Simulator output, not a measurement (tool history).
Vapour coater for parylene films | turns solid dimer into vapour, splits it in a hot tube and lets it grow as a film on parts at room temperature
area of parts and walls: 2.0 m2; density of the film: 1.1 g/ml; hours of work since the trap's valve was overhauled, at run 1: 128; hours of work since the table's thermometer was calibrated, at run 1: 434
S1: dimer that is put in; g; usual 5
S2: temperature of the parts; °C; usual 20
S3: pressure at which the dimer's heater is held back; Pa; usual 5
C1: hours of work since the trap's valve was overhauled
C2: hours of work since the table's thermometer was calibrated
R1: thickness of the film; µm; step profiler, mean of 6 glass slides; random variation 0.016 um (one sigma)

run 1 day=0 | S1=5 S2=20 S3=5 | C1=128 C2=434 | R1=1.64
run 2 day=0.829 | S1=5 S2=20 S3=5 | C1=137 C2=442 | R1=1.65
run 3 day=1.988 | S1=5 S2=20 S3=5 | C1=149 C2=454 | R1=1.63
run 4 day=3.5 | S1=2 S2=20 S3=5 | C1=164 C2=470 | R1=0.64
run 5 day=4.629 | S1=2 S2=20 S3=5 | C1=176 C2=481 | R1=0.62
run 6 day=6.321 | S1=5 S2=20 S3=4.12 | C1=193 C2=499 | R1=1.68
run 7 day=7.208 | S1=5 S2=20 S3=5 | C1=203 C2=508 | R1=1.59
run 8 day=8.946 | S1=5 S2=20 S3=5 | C1=220 C2=526 | R1=1.6
run 9 day=10.592 | S1=3 S2=20 S3=5 | C1=237 C2=543 | R1=0.93
run 10 day=11.767 | S1=3 S2=20 S3=5 | C1=249 C2=555 | R1=0.95
run 11 day=12.542 | S1=6 S2=20 S3=5 | C1=257 C2=563 | R1=1.91
run 12 day=13.992 | S1=5 S2=20 S3=5 | C1=272 C2=578 | R1=1.58
run 13 day=15.712 | S1=5 S2=20 S3=5 | C1=290 C2=595 | R1=1.56
run 14 day=16.908 | S1=5 S2=20 S3=5 | C1=302 C2=608 | R1=1.56
run 15 day=18.217 | S1=5 S2=20 S3=5 | C1=316 C2=621 | R1=1.55
run 16 day=19.704 | S1=3 S2=20 S3=5 | C1=331 C2=636 | R1=0.93
run 17 day=21.267 | S1=3 S2=20 S3=5 | C1=347 C2=652 | R1=0.92
run 18 day=22.538 | S1=3 S2=20 S3=5 | C1=360 C2=665 | R1=0.92
run 19 day=24.4 | S1=5 S2=20 S3=2.58 | C1=380 C2=685 | R1=1.58
run 20 day=25.425 | S1=5 S2=20 S3=2.58 | C1=390 C2=695 | R1=1.57
run 21 day=26.538 | S1=5 S2=20 S3=2.58 | C1=402 C2=707 | R1=1.57
run 22 day=28.338 | S1=5 S2=20 S3=2.58 | C1=420 C2=725 | R1=1.58
run 23 day=29.696 | S1=5 S2=20 S3=2.58 | C1=434 C2=739 | R1=1.53
run 24 day=31.462 | S1=5 S2=20 S3=2.58 | C1=452 C2=757 | R1=1.55
run 25 day=32.362 | S1=5 S2=20 S3=3.3 | C1=461 C2=767 | R1=1.5
run 26 day=33.183 | S1=5 S2=20 S3=3.3 | C1=470 C2=775 | R1=1.52
run 27 day=34.538 | S1=5 S2=18 S3=5 | C1=484 C2=789 | R1=1.58
run 28 day=35.342 | S1=2 S2=20 S3=7.28 | C1=492 C2=797 | R1=0.57
run 29 day=36.962 | S1=5 S2=26 S3=5.83 | C1=509 C2=814 | R1=1.17
run 30 day=38.646 | S1=4 S2=26 S3=10.08 | C1=526 C2=831 | R1=0.91
run 31 day=39.5 | S1=8 S2=22 S3=10.08 | C1=535 C2=840 | R1=2.06
run 32 day=40.954 | S1=8 S2=16 S3=4.25 | C1=550 C2=855 | R1=2.67
run 33 day=41.812 | S1=3 S2=28 S3=4.31 | C1=559 C2=864 | R1=0.65
run 34 day=43.483 | S1=3 S2=16 S3=2.36 | C1=576 C2=881 | R1=1.05
-- day=44.112 table's thermometer calibrated
run 35 day=44.725 | S1=3 S2=16 S3=2.36 | C1=588 C2=6 | R1=1.09
-- day=45.062 trap's valve overhauled
run 36 day=45.862 | S1=5 S2=23 S3=5 | C1=8 C2=16 | R1=1.54
run 37 day=47.642 | S1=3 S2=24 S3=5.04 | C1=27 C2=35 | R1=0.91
run 38 day=48.496 | S1=3 S2=24 S3=5.04 | C1=35 C2=43 | R1=0.91
run 39 day=50.033 | S1=3 S2=24 S3=5.04 | C1=51 C2=59 | R1=0.88
run 40 day=51.533 | S1=3 S2=24 S3=5.04 | C1=67 C2=75 | R1=0.87
run 41 day=53.379 | S1=7 S2=15 S3=9.33 | C1=86 C2=94 | R1=2.68
run 42 day=54.367 | S1=7 S2=15 S3=9.33 | C1=96 C2=104 | R1=2.66
run 43 day=55.667 | S1=5 S2=20 S3=11.09 | C1=109 C2=117 | R1=1.59
run 44 day=57.392 | S1=5 S2=29 S3=11.82 | C1=127 C2=135 | R1=1.14
run 45 day=59.233 | S1=9 S2=20 S3=9.25 | C1=146 C2=154 | R1=2.85
run 46 day=60.517 | S1=5 S2=17 S3=9.96 | C1=159 C2=167 | R1=1.75
run 47 day=61.767 | S1=4 S2=18 S3=9.96 | C1=172 C2=180 | R1=1.35
run 48 day=62.912 | S1=4 S2=18 S3=9.96 | C1=184 C2=192 | R1=1.32

3 ways to go on from here, each from the tool as it stands after run 48. What would each give?
run A day=64.067 | S1=3 S2=19 S3=9.96 | C1=196 C2=204 | R1=?
run B day=64.067 | S1=4 S2=21 S3=9.96 | C1=196 C2=204 | R1=?
run C day=64.067 | S1=3 S2=32 S3=3.97 | C1=196 C2=204 | R1=?

run=A R1=0.97
run=B R1=1.23
run=C R1=0.66
Without the tool's hidden state the same runs would have given:
run=A R1=1.03
run=B R1=1.3
run=C R1=0.7

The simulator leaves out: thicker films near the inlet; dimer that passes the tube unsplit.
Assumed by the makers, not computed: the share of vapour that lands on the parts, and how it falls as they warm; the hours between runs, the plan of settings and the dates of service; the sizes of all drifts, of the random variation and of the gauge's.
